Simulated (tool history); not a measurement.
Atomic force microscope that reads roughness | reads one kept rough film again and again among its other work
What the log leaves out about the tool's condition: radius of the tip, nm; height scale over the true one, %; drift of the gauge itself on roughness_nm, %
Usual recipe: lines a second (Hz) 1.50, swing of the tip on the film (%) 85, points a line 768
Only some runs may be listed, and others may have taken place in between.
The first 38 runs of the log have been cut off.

run     day  lines a second (Hz)  swing of the tip on the film (%)  points a line  pictures with this tip  hours of work since the height scale was calibrated  roughness of the kept film (nm (root mean square))
 39  11.200                 2.78                                89            337                     284                                                  201                                               4.057
 40  11.412                 0.63                                79            761                     289                                                  203                                               4.520
 41  11.583                 0.63                                78            393                     293                                                  205                                               4.519
 42  11.792                 0.63                                78            393                     299                                                  208                                               4.529
 43  11.971                 0.63                                78            724                     303                                                  210                                               4.516
 44  12.154                 3.58                                85            768                     308                                                  212                                               4.020
 45  12.525                 1.50                                58            281                     317                                                  217                                               4.550
 46  12.900                 1.12                                84            768                     326                                                  221                                               4.411
 47  13.267                 1.12                                84            768                     336                                                  226                                               4.422
     13.342  -- new tip fitted
 48  13.608                 1.12                                84            768                       7                                                  230                                               4.407
 49  13.938                 0.73                                59            297                      15                                                  234                                               4.569
 50  14.183                 0.73                                59            297                      21                                                  237                                               4.569
 51  14.350                 1.50                                85            650                      25                                                  239                                               4.364
 52  14.729                 1.50                                85            650                      35                                                  243                                               4.347
 53  14.979                 1.12                                63            333                      41                                                  246                                               4.541
 54  15.254                 1.75                                85            877                      48                                                  250                                               4.322
 55  15.508                 1.65                                76            432                      54                                                  253                                               4.434

3 options for the next run, each taken on its own from the tool as it stands now. Forecast them:
  A  15.775                 1.96                                85            768                      61                                                  256                                                   ?
  B  15.775                 1.91                                59            432                      61                                                  256                                                   ?
  C  15.775                 0.92                                76            989                      61                                                  256                                                   ?

run  roughness of the kept film (nm (root mean square))
  A                                               4.284
  B                                               4.529
  C                                               4.517
With no hidden state in the tool, these same runs would have given:
run  roughness of the kept film (nm (root mean square))
  A                                               4.284
  B                                               4.530
  C                                               4.517
